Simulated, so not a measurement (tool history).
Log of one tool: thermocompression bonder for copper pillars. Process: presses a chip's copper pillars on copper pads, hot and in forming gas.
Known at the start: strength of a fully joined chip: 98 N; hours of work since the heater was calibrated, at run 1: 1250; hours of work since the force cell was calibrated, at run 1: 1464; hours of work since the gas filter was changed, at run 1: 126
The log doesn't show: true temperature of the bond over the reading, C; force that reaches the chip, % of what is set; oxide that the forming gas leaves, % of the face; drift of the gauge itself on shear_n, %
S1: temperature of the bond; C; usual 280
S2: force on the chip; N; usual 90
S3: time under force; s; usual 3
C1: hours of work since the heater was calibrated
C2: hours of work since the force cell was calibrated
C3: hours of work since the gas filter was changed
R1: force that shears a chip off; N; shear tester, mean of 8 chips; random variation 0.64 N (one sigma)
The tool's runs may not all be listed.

run 1 hour=0 | S1=280 S2=90 S3=3 | C1=1250 C2=1464 C3=126 | R1=31.8
-- hour=78.7 forming gas filter changed
run 2 hour=78.7 | S1=252 S2=90 S3=3 | C1=1294 C2=1508 C3=0 | R1=24.9
-- hour=84.2 force cell calibrated
run 3 hour=151.2 | S1=280 S2=96 S3=3 | C1=1334 C2=37 C3=40 | R1=37
run 4 hour=226.4 | S1=280 S2=96 S3=3 | C1=1376 C2=80 C3=82 | R1=36
run 5 hour=294.7 | S1=280 S2=90 S3=7 | C1=1414 C2=118 C3=120 | R1=45.6
run 6 hour=367.8 | S1=280 S2=90 S3=7 | C1=1455 C2=159 C3=161 | R1=45.2
-- hour=382.2 forming gas filter changed
run 7 hour=449.6 | S1=280 S2=90 S3=7 | C1=1501 C2=204 C3=38 | R1=48.9
run 8 hour=527 | S1=261 S2=110 S3=3 | C1=1544 C2=248 C3=81 | R1=31
run 9 hour=594.9 | S1=280 S2=81 S3=3 | C1=1582 C2=286 C3=119 | R1=30.7
run 10 hour=675.5 | S1=257 S2=76 S3=5 | C1=1627 C2=331 C3=164 | R1=26.4
-- hour=684 forming gas filter changed
run 11 hour=747.7 | S1=257 S2=76 S3=5 | C1=1667 C2=371 C3=36 | R1=29.1

Forecast each of these 5 alternatives for the next run:
run A hour=810.5 | S1=275 S2=90 S3=3 | C1=1702 C2=406 C3=71 | R1=?
run B hour=810.5 | S1=257 S2=76 S3=7 | C1=1702 C2=406 C3=71 | R1=?
run C hour=810.5 | S1=257 S2=68 S3=5 | C1=1702 C2=406 C3=71 | R1=?
run D hour=810.5 | S1=262 S2=76 S3=5 | C1=1702 C2=406 C3=71 | R1=?
run E hour=810.5 | S1=268 S2=90 S3=2 | C1=1702 C2=406 C3=71 | R1=?

run=A R1=31.9
run=B R1=32.4
run=C R1=26.4
run=D R1=30.6
run=E R1=25.3
Without the tool's hidden state the same runs would have given:
run=A R1=37.9
run=B R1=38.9
run=C R1=31.9
run=D R1=36.7
run=E R1=30.4
